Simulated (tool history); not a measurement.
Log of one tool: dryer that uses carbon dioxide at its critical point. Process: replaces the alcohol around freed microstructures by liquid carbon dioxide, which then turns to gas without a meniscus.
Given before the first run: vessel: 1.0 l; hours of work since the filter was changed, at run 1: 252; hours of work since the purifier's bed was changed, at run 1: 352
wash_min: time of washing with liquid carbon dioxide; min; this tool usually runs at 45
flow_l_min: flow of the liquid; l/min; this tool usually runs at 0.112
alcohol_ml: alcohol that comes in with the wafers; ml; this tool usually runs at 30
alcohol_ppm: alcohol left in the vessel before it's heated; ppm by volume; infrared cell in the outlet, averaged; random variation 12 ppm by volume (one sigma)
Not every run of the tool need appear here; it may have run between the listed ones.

run     day  wash_min  flow_l_min  alcohol_ml  hours of work since the filter was changed  hours of work since the purifier's bed was changed  alcohol_ppm
  1   0.000        45       0.112          30                                         252                                                 352         1062
  2   0.612        45       0.112          30                                         260                                                 360         1104
  3   1.267        45       0.112         115                                         269                                                 368         3924
  4   1.929        45       0.112         115                                         278                                                 377         3958
  5   2.579        45       0.112          30                                         286                                                 386         1124
  6   3.521        45       0.112          30                                         299                                                 398         1135
  7   4.812        45       0.112          30                                         316                                                 416         1150
  8   5.542        67       0.112          30                                         326                                                 425          308
  9   6.642        45       0.112          30                                         341                                                 440         1194
 10   7.683        45       0.112          30                                         355                                                 454         1213
 11   8.629        45       0.112          30                                         367                                                 467         1218
 12   9.862        45       0.112          30                                         384                                                 483         1272
 13  10.512        43       0.112          80                                         392                                                 492         3627
 14  11.525        34       0.069         102                                         406                                                 505        23694
     12.196  -- inlet filter changed
 15  12.708        27       0.102          58                                           7                                                 520         7936
 16  13.508        27       0.102          58                                          18                                                 531         7913
 17  14.808        27       0.102          58                                          35                                                 549         8058
 18  15.846        71       0.112          57                                          49                                                 562          304
 19  17.079        71       0.141          50                                          65                                                 579          153
 20  18.079        49       0.141          50                                          79                                                 592          453

What if the next run were any one of these 3? Each begins from the tool's condition after run 20:
  A  19.467        49       0.141          58                                          97                                                 611            ?
  B  19.467        69       0.112          28                                          97                                                 611            ?
  C  19.467        57       0.141          66                                          97                                                 611            ?

run  alcohol_ppm
  A          530
  B          248
  C          332
Without the tool's hidden state the same runs would have given:
run  alcohol_ppm
  A          347
  B          112
  C          174
